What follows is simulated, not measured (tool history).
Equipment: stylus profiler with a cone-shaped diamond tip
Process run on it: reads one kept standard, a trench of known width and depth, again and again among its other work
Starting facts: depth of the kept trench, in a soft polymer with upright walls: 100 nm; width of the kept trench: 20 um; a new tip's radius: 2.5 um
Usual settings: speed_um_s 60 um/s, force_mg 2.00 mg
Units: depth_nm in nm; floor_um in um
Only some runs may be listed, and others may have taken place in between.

run,hour,speed_um_s,force_mg,depth_nm,floor_um
1,0.0,60,2.00,101.73,18.26
2,23.4,60,0.88,101.08,18.16
3,48.5,60,0.88,101.19,18.21
4,69.3,60,0.88,101.14,18.14
5,95.9,60,0.88,101.22,18.16
6,110.7,60,0.88,101.12,18.21
7,135.5,60,0.88,101.17,18.16
8,150.0,60,0.88,101.15,18.15
9,177.8,60,0.88,101.25,18.12
10,194.1,95,2.00,101.78,18.14
11,226.2,95,2.00,101.76,18.13
12,254.9,95,2.00,101.82,18.15
13,280.1,95,2.00,101.85,18.04
14,303.3,150,1.64,101.60,18.00
15,329.7,150,1.64,101.64,17.97
16,343.7,19,1.05,101.37,18.26
17,360.6,60,2.80,102.16,18.20
18,383.2,60,2.80,102.17,18.15
19,396.6,60,2.80,102.10,18.19
20,421.3,60,2.80,102.28,18.18
21,452.9,159,1.49,101.61,17.91
22,479.3,21,0.91,101.34,18.16
23,506.4,204,0.86,101.20,17.65
24,532.8,204,0.86,101.30,17.66

Each row is a separate what-if for the run after 24, all from the same tool condition, not one after another. Results?
A,557.7,27,2.28,?,?
B,557.7,204,1.38,?,?
C,557.7,86,2.09,?,?
D,557.7,150,0.77,?,?
E,557.7,38,3.09,?,?

run,depth_nm,floor_um
A,102.01,18.19
B,101.57,17.76
C,101.89,18.15
D,101.24,17.79
E,102.33,18.16
Stripped of hidden state, with their random variation kept, the same runs would have yielded:
run,depth_nm,floor_um
A,101.52,18.54
B,101.08,18.10
C,101.40,18.50
D,100.74,18.13
E,101.83,18.51
